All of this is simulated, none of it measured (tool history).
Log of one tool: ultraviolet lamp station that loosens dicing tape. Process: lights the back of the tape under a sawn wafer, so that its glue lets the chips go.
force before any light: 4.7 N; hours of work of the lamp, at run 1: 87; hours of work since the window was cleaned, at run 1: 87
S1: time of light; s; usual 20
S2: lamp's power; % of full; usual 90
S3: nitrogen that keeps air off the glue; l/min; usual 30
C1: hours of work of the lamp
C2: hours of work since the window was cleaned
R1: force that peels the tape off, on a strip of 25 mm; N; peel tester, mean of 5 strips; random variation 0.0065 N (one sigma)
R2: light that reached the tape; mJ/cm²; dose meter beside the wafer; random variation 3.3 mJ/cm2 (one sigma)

run   hour  S1  S2  S3   C1   C2     R1   R2
  1    0.0  20  90  30   87   87  0.238  475
  2   64.0  30  90  30  128  128  0.141  702
  3   93.4  30  90  30  147  147  0.130  690
  4  156.0  30  90  30  188  188  0.144  676
  5  212.7  20  90  30  225  225  0.280  438
  6  243.7  20  90  30  245  245  0.283  430
  7  282.8  20  90  30  270  270  0.300  427
  8  345.2  20  90  30  310  310  0.309  419
  9  390.4  26  95  21  340  340  0.213  564
 10  433.6  20  60  19  368  368  0.974  267
 11  480.2  31  71  53  398  398  0.177  488
 12  511.4  31  84  53  418  418  0.143  565
 13  575.0  22  67  23  459  459  0.667  310
 14  646.3  23  96  47  506  506  0.191  452
 15  706.3  27  65  14  544  544  0.737  351

Forecast each of these 5 alternatives for the next run:
  A  745.6  27  75  14  570  570   ?   ?
  B  745.6  21  90  30  570  570   ?   ?
  C  745.6  27  65  12  570  570   ?   ?
  D  745.6  20  73  15  570  570   ?   ?
  E  745.6  27  72  14  570  570   ?   ?

run     R1   R2
  A  0.608  400
  B  0.387  374
  C  0.834  344
  D  0.978  286
  E  0.610  380
Without the tool's hidden state the same runs would have given:
run     R1   R2
  A  0.286  586
  B  0.186  546
  C  0.416  504
  D  0.513  420
  E  0.296  557

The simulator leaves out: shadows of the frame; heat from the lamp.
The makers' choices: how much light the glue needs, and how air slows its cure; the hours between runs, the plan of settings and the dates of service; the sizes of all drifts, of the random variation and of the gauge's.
